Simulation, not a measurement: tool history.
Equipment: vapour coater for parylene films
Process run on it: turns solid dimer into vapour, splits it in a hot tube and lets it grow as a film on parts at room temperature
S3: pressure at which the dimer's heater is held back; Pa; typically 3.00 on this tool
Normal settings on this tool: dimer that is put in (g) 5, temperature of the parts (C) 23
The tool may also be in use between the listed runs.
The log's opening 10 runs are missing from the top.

run 11 hour=212.0 | dimer_that_is_put_in_(g)=5 temperature_of_the_parts_(C)=23 S3=2.23 | thickness_of_the_film_(um)=2.04
run 12 hour=228.2 | dimer_that_is_put_in_(g)=5 temperature_of_the_parts_(C)=23 S3=3.00 | thickness_of_the_film_(um)=1.92
run 13 hour=258.2 | dimer_that_is_put_in_(g)=5 temperature_of_the_parts_(C)=23 S3=3.00 | thickness_of_the_film_(um)=1.88
run 14 hour=283.9 | dimer_that_is_put_in_(g)=5 temperature_of_the_parts_(C)=23 S3=3.00 | thickness_of_the_film_(um)=1.87
run 15 hour=299.2 | dimer_that_is_put_in_(g)=5 temperature_of_the_parts_(C)=23 S3=3.00 | thickness_of_the_film_(um)=1.89
run 16 hour=315.3 | dimer_that_is_put_in_(g)=5 temperature_of_the_parts_(C)=23 S3=3.00 | thickness_of_the_film_(um)=1.84
run 17 hour=329.2 | dimer_that_is_put_in_(g)=5 temperature_of_the_parts_(C)=18 S3=3.00 | thickness_of_the_film_(um)=2.06
-- hour=332.7 table's thermometer calibrated
run 18 hour=355.7 | dimer_that_is_put_in_(g)=5 temperature_of_the_parts_(C)=18 S3=3.00 | thickness_of_the_film_(um)=2.07
run 19 hour=380.0 | dimer_that_is_put_in_(g)=3 temperature_of_the_parts_(C)=18 S3=4.87 | thickness_of_the_film_(um)=1.11
run 20 hour=407.9 | dimer_that_is_put_in_(g)=2 temperature_of_the_parts_(C)=23 S3=5.61 | thickness_of_the_film_(um)=0.63
run 21 hour=423.4 | dimer_that_is_put_in_(g)=2 temperature_of_the_parts_(C)=23 S3=5.61 | thickness_of_the_film_(um)=0.62
run 22 hour=436.2 | dimer_that_is_put_in_(g)=2 temperature_of_the_parts_(C)=23 S3=5.61 | thickness_of_the_film_(um)=0.61
run 23 hour=462.6 | dimer_that_is_put_in_(g)=8 temperature_of_the_parts_(C)=21 S3=4.11 | thickness_of_the_film_(um)=2.79
-- hour=467.3 table's thermometer calibrated, once more
-- hour=483.0 trap's valve overhauled
run 24 hour=486.7 | dimer_that_is_put_in_(g)=8 temperature_of_the_parts_(C)=32 S3=4.11 | thickness_of_the_film_(um)=2.34
run 25 hour=517.7 | dimer_that_is_put_in_(g)=8 temperature_of_the_parts_(C)=32 S3=4.11 | thickness_of_the_film_(um)=2.30
run 26 hour=532.1 | dimer_that_is_put_in_(g)=9 temperature_of_the_parts_(C)=18 S3=10.57 | thickness_of_the_film_(um)=2.96

Run 27 is up next; what results do you expect?
run 27 hour=544.9 | dimer_that_is_put_in_(g)=5 temperature_of_the_parts_(C)=23 S3=3.47 | thickness_of_the_film_(um)=?

{"run 27": {"thickness of the film (um)": 1.84}}
Without the tool's hidden state the same run would have given thickness of the film (um) 1.87.
